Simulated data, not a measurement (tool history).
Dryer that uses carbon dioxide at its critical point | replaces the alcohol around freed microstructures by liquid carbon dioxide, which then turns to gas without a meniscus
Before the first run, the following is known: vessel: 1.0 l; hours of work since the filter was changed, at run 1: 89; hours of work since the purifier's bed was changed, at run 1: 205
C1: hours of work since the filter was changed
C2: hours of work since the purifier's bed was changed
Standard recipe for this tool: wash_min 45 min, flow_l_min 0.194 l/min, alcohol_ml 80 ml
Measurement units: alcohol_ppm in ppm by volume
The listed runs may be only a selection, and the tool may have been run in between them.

Run 1, hour 0: usual settings; C1 89; C2 205. Result: alcohol_ppm 69 ppm by volume.
Run 2, hour 13.4: usual settings; C1 96; C2 212. Result: alcohol_ppm 69 ppm by volume.
Run 3, hour 26.7: usual settings but wash_min 53 min; C1 103; C2 219. Result: alcohol_ppm 36 ppm by volume.
Run 4, hour 40.8: usual settings; C1 110; C2 226. Result: alcohol_ppm 76 ppm by volume.
Run 5, hour 50.7: usual settings; C1 115; C2 231. Result: alcohol_ppm 70 ppm by volume.
Run 6, hour 67.3: usual settings; C1 124; C2 240. Result: alcohol_ppm 73 ppm by volume.
Run 7, hour 79.8: usual settings; C1 130; C2 246. Result: alcohol_ppm 70 ppm by volume.
Run 8, hour 95.3: usual settings; C1 138; C2 254. Result: alcohol_ppm 71 ppm by volume.
Run 9, hour 110.5: usual settings but flow_l_min 0.161 l/min; C1 146; C2 262. Result: alcohol_ppm 207 ppm by volume.
Run 10, hour 121: usual settings but flow_l_min 0.161 l/min; C1 151; C2 268. Result: alcohol_ppm 206 ppm by volume.
Run 11, hour 131.8: usual settings but flow_l_min 0.161 l/min; C1 157; C2 273. Result: alcohol_ppm 214 ppm by volume.
Run 12, hour 142: usual settings but wash_min 37 min; C1 162; C2 278. Result: alcohol_ppm 229 ppm by volume.
Run 13, hour 155.8: usual settings but flow_l_min 0.187 l/min; C1 169; C2 286. Result: alcohol_ppm 98 ppm by volume.
Run 14, hour 169.9: usual settings but flow_l_min 0.125 l/min; C1 176; C2 293. Result: alcohol_ppm 795 ppm by volume.
Run 15, hour 186: usual settings but flow_l_min 0.125 l/min; C1 185; C2 301. Result: alcohol_ppm 810 ppm by volume.
Run 16, hour 201.5: usual settings but wash_min 62 min, flow_l_min 0.135 l/min, alcohol_ml 48 ml; C1 193; C2 309. Result: alcohol_ppm 81 ppm by volume.

Estimate the outcome of run 17 from the log above:
Run 17, hour 216.9: usual settings but flow_l_min 0.176 l/min, alcohol_ml 116 ml; C1 201; C2 317. Result: alcohol_ppm ?.

Run 17 gave alcohol_ppm 202 ppm by volume.
With the hidden condition absent and the run-to-run variation left alone, this run would have shown alcohol_ppm 98 ppm by volume.

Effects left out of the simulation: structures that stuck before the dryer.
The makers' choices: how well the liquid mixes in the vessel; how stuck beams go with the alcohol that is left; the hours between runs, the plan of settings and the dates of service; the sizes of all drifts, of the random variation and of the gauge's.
